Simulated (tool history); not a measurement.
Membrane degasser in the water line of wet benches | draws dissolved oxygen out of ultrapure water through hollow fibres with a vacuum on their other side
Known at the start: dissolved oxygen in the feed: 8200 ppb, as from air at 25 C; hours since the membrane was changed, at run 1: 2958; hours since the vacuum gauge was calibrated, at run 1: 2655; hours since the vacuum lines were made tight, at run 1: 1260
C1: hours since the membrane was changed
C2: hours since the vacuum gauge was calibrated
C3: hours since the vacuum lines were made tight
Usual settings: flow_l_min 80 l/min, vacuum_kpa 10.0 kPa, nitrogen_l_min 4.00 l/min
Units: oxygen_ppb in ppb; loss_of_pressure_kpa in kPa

Run 1, day 0.000: usual settings; C1 2958; C2 2655; C3 1260. Result: oxygen_ppb 313.5 ppb, loss_of_pressure_kpa 28.56 kPa.
Run 2, day 3.650: usual settings; C1 3046; C2 2742; C3 1348. Result: oxygen_ppb 313.3 ppb, loss_of_pressure_kpa 28.85 kPa.
Run 3, day 5.538: usual settings but vacuum_kpa 21.4 kPa; C1 3091; C2 2788; C3 1393. Result: oxygen_ppb 762.3 ppb, loss_of_pressure_kpa 28.46 kPa.
Run 4, day 8.283: usual settings; C1 3157; C2 2854; C3 1459. Result: oxygen_ppb 314.7 ppb, loss_of_pressure_kpa 28.46 kPa.
Run 5, day 11.912: usual settings but nitrogen_l_min 2.22 l/min; C1 3244; C2 2941; C3 1546. Result: oxygen_ppb 495.9 ppb, loss_of_pressure_kpa 28.32 kPa.
Run 6, day 15.550: usual settings but nitrogen_l_min 2.22 l/min; C1 3332; C2 3028; C3 1633. Result: oxygen_ppb 496.4 ppb, loss_of_pressure_kpa 28.45 kPa.
Run 7, day 17.575: usual settings but nitrogen_l_min 2.22 l/min; C1 3380; C2 3077; C3 1682. Result: oxygen_ppb 493.4 ppb, loss_of_pressure_kpa 28.50 kPa.
Run 8, day 19.271: usual settings but nitrogen_l_min 2.22 l/min; C1 3421; C2 3117; C3 1722. Result: oxygen_ppb 494.2 ppb, loss_of_pressure_kpa 28.46 kPa.
Run 9, day 21.812: usual settings but nitrogen_l_min 2.22 l/min; C1 3482; C2 3178; C3 1784. Result: oxygen_ppb 492.8 ppb, loss_of_pressure_kpa 28.53 kPa.
Run 10, day 25.262: usual settings; C1 3565; C2 3261; C3 1866. Result: oxygen_ppb 309.7 ppb, loss_of_pressure_kpa 28.49 kPa.
Run 11, day 27.262: usual settings but nitrogen_l_min 1.67 l/min; C1 3613; C2 3309; C3 1914. Result: oxygen_ppb 603.2 ppb, loss_of_pressure_kpa 28.53 kPa.
Run 12, day 31.029: usual settings but nitrogen_l_min 1.67 l/min; C1 3703; C2 3399; C3 2005. Result: oxygen_ppb 605.9 ppb, loss_of_pressure_kpa 28.39 kPa.
Run 13, day 33.054: usual settings but nitrogen_l_min 1.67 l/min; C1 3752; C2 3448; C3 2053. Result: oxygen_ppb 605.6 ppb, loss_of_pressure_kpa 28.61 kPa.
Run 14, day 34.767: usual settings but nitrogen_l_min 1.67 l/min; C1 3793; C2 3489; C3 2094. Result: oxygen_ppb 602.5 ppb, loss_of_pressure_kpa 29.05 kPa.
Run 15, day 38.283: usual settings but nitrogen_l_min 1.67 l/min; C1 3877; C2 3574; C3 2179. Result: oxygen_ppb 603.0 ppb, loss_of_pressure_kpa 28.65 kPa.
Run 16, day 39.938: usual settings but nitrogen_l_min 1.67 l/min; C1 3917; C2 3613; C3 2219. Result: oxygen_ppb 603.7 ppb, loss_of_pressure_kpa 28.47 kPa.
Run 17, day 42.883: usual settings but vacuum_kpa 12.7 kPa, nitrogen_l_min 6.52 l/min; C1 3988; C2 3684; C3 2289. Result: oxygen_ppb 279.7 ppb, loss_of_pressure_kpa 28.50 kPa.
Run 18, day 45.658: usual settings but flow_l_min 120 l/min, vacuum_kpa 13.9 kPa, nitrogen_l_min 8.54 l/min; C1 4054; C2 3751; C3 2356. Result: oxygen_ppb 373.0 ppb, loss_of_pressure_kpa 42.58 kPa.
Run 19, day 48.825: usual settings but flow_l_min 120 l/min, vacuum_kpa 13.9 kPa, nitrogen_l_min 9.58 l/min; C1 4130; C2 3827; C3 2432. Result: oxygen_ppb 341.1 ppb, loss_of_pressure_kpa 42.61 kPa.
Run 20, day 50.400: usual settings but flow_l_min 120 l/min, vacuum_kpa 13.9 kPa, nitrogen_l_min 9.58 l/min; C1 4168; C2 3864; C3 2470. Result: oxygen_ppb 338.2 ppb, loss_of_pressure_kpa 42.75 kPa.
Run 21, day 53.662: usual settings but flow_l_min 78 l/min, vacuum_kpa 6.7 kPa; C1 4246; C2 3943; C3 2548. Result: oxygen_ppb 166.1 ppb, loss_of_pressure_kpa 27.66 kPa.
Run 22, day 56.492: usual settings but flow_l_min 56 l/min; C1 4314; C2 4011; C3 2616. Result: oxygen_ppb 220.5 ppb, loss_of_pressure_kpa 19.69 kPa.
Run 23, day 59.092: usual settings but flow_l_min 57 l/min, nitrogen_l_min 3.16 l/min; C1 4377; C2 4073; C3 2678. Result: oxygen_ppb 271.4 ppb, loss_of_pressure_kpa 20.21 kPa.
Run 24, day 62.488: usual settings but flow_l_min 88 l/min, vacuum_kpa 18.7 kPa, nitrogen_l_min 2.16 l/min; C1 4458; C2 4154; C3 2760. Result: oxygen_ppb 1114.8 ppb, loss_of_pressure_kpa 31.58 kPa.
Run 25, day 64.062: usual settings but flow_l_min 88 l/min, vacuum_kpa 18.7 kPa, nitrogen_l_min 2.16 l/min; C1 4496; C2 4192; C3 2797. Result: oxygen_ppb 1114.4 ppb, loss_of_pressure_kpa 31.21 kPa.
Run 26, day 65.779: usual settings but flow_l_min 88 l/min, vacuum_kpa 18.7 kPa, nitrogen_l_min 2.16 l/min; C1 4537; C2 4233; C3 2839. Result: oxygen_ppb 1112.6 ppb, loss_of_pressure_kpa 31.42 kPa.
Run 27, day 68.996: usual settings but flow_l_min 88 l/min, vacuum_kpa 18.7 kPa, nitrogen_l_min 2.16 l/min; C1 4614; C2 4311; C3 2916. Result: oxygen_ppb 1110.9 ppb, loss_of_pressure_kpa 31.37 kPa.
Run 28, day 72.617: usual settings but flow_l_min 78 l/min, vacuum_kpa 21.1 kPa; C1 4701; C2 4398; C3 3003. Result: oxygen_ppb 713.5 ppb, loss_of_pressure_kpa 27.75 kPa.
Run 29, day 74.667: usual settings but flow_l_min 75 l/min, vacuum_kpa 21.1 kPa; C1 4750; C2 4447; C3 3052. Result: oxygen_ppb 688.6 ppb, loss_of_pressure_kpa 26.54 kPa.
Run 30, day 77.992: usual settings but flow_l_min 76 l/min, vacuum_kpa 21.1 kPa; C1 4830; C2 4527; C3 3132. Result: oxygen_ppb 699.7 ppb, loss_of_pressure_kpa 27.19 kPa.
Run 31, day 79.808: usual settings but flow_l_min 76 l/min, vacuum_kpa 21.1 kPa; C1 4874; C2 4570; C3 3175. Result: oxygen_ppb 702.1 ppb, loss_of_pressure_kpa 26.99 kPa.
Run 32, day 82.608: usual settings but flow_l_min 76 l/min, vacuum_kpa 21.1 kPa; C1 4941; C2 4637; C3 3243. Result: oxygen_ppb 700.9 ppb, loss_of_pressure_kpa 27.01 kPa.

Forecast each of these 3 alternatives for the next run:
Run A, day 85.046: usual settings but flow_l_min 76 l/min, vacuum_kpa 6.1 kPa; C1 4999; C2 4696; C3 3301. Result: oxygen_ppb ?, loss_of_pressure_kpa ?.
Run B, day 85.046: usual settings but flow_l_min 76 l/min, vacuum_kpa 21.1 kPa, nitrogen_l_min 2.26 l/min; C1 4999; C2 4696; C3 3301. Result: oxygen_ppb ?, loss_of_pressure_kpa ?.
Run C, day 85.046: usual settings but flow_l_min 105 l/min, vacuum_kpa 21.1 kPa, nitrogen_l_min 1.75 l/min; C1 4999; C2 4696; C3 3301. Result: oxygen_ppb ?, loss_of_pressure_kpa ?.

run  oxygen_ppb  loss_of_pressure_kpa
  A       136.5                 26.93
  B      1094.2                 27.12
  C      1627.4                 37.26
Without the tool's hidden state the same runs would have given:
run  oxygen_ppb  loss_of_pressure_kpa
  A       140.2                 26.91
  B      1125.9                 27.10
  C      1674.7                 37.23

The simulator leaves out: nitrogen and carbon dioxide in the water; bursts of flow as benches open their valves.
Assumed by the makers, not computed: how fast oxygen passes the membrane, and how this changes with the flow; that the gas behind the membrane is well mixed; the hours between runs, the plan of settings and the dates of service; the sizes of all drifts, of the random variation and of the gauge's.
